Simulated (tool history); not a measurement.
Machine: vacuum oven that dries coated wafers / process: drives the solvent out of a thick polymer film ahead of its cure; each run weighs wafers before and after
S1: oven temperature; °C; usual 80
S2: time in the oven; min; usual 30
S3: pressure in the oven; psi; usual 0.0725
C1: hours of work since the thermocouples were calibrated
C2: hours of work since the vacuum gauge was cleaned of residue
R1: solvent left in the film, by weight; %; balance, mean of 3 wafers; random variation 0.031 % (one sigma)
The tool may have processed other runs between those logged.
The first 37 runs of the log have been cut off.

| run | hour | S1 | S2 | S3 | C1 | C2 | R1 |
|---|---|---|---|---|---|---|---|
| 38 | 316.3 | 75 | 28 | 0.0631 | 402 | 769 | 2.11 |
| 39 | 323.4 | 78 | 51 | 0.0789 | 407 | 773 | 0.53 |
| 40 | 333.0 | 78 | 36 | 0.0676 | 413 | 779 | 0.93 |
| 41 | 342.7 | 91 | 44 | 0.0676 | 419 | 785 | 0.14 |
| 42 | 349.1 | 91 | 44 | 0.0676 | 423 | 789 | 0.14 |
| 43 | 360.3 | 69 | 30 | 0.0725 | 430 | 796 | 3.30 |
| 44 | 370.2 | 80 | 30 | 0.0725 | 436 | 803 | 1.17 |
| 45 | 378.8 | 80 | 30 | 0.0725 | 442 | 808 | 1.11 |
| 46 | 388.2 | 80 | 30 | 0.0725 | 448 | 814 | 1.14 |
| 47 | 398.2 | 80 | 30 | 0.0725 | 454 | 820 | 1.10 |

Below are 4 alternative next runs, each starting from the tool's condition after run 47. Predict each:
| A | 403.4 | 70 | 30 | 0.0725 | 457 | 824 | ? |
| B | 403.4 | 91 | 16 | 0.2031 | 457 | 824 | ? |
| C | 403.4 | 86 | 35 | 0.0590 | 457 | 824 | ? |
| D | 403.4 | 93 | 28 | 0.1096 | 457 | 824 | ? |

| run | R1 |
|---|---|
| A | 3.03 |
| B | 1.70 |
| C | 0.36 |
| D | 0.35 |
With no hidden state in the tool, these same runs would have given:
| run | R1 |
|---|---|
| A | 3.03 |
| B | 1.70 |
| C | 0.36 |
| D | 0.35 |
